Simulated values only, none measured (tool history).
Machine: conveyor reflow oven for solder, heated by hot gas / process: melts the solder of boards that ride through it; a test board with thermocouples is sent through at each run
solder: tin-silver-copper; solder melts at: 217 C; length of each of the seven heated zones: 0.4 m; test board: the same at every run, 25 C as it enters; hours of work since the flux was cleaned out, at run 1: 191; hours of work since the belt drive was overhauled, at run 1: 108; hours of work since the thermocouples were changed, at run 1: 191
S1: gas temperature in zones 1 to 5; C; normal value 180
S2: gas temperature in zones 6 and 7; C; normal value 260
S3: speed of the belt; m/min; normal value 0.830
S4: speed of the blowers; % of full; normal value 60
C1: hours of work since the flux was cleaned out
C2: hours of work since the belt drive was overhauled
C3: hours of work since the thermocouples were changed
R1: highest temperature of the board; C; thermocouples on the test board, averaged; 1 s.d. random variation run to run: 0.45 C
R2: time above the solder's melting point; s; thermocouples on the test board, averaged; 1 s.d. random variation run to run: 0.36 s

run,day,S1,S2,S3,S4,C1,C2,C3,R1,R2
1,0.000,180,260,0.830,60,191,108,191,246.3,41.8
2,0.392,180,260,0.830,60,196,113,196,246.4,41.9
3,0.762,180,260,0.830,60,201,117,201,246.6,41.7
4,1.062,180,260,0.830,60,204,121,204,247.5,41.8
5,1.346,180,260,0.830,74,208,124,208,249.7,44.2
6,1.621,184,260,0.830,60,211,128,211,246.7,43.7
7,1.933,184,260,0.830,60,215,132,215,247.3,43.4
8,2.179,184,260,0.830,60,218,135,218,246.5,43.5
9,2.454,184,260,0.830,60,221,138,221,247.6,43.5
10,2.838,180,260,0.830,60,226,143,226,246.1,41.8
11,3.042,180,260,0.863,60,229,145,229,245.0,38.8

Expected results for the next run?
12,3.383,180,260,0.918,60,233,149,233,?,?

Run 12 measured R1 243.3 C, R2 34.5 s.
If the tool had no hidden condition, the same run with the same run-to-run variation would have returned R1 244.0 C, R2 35.4 s.

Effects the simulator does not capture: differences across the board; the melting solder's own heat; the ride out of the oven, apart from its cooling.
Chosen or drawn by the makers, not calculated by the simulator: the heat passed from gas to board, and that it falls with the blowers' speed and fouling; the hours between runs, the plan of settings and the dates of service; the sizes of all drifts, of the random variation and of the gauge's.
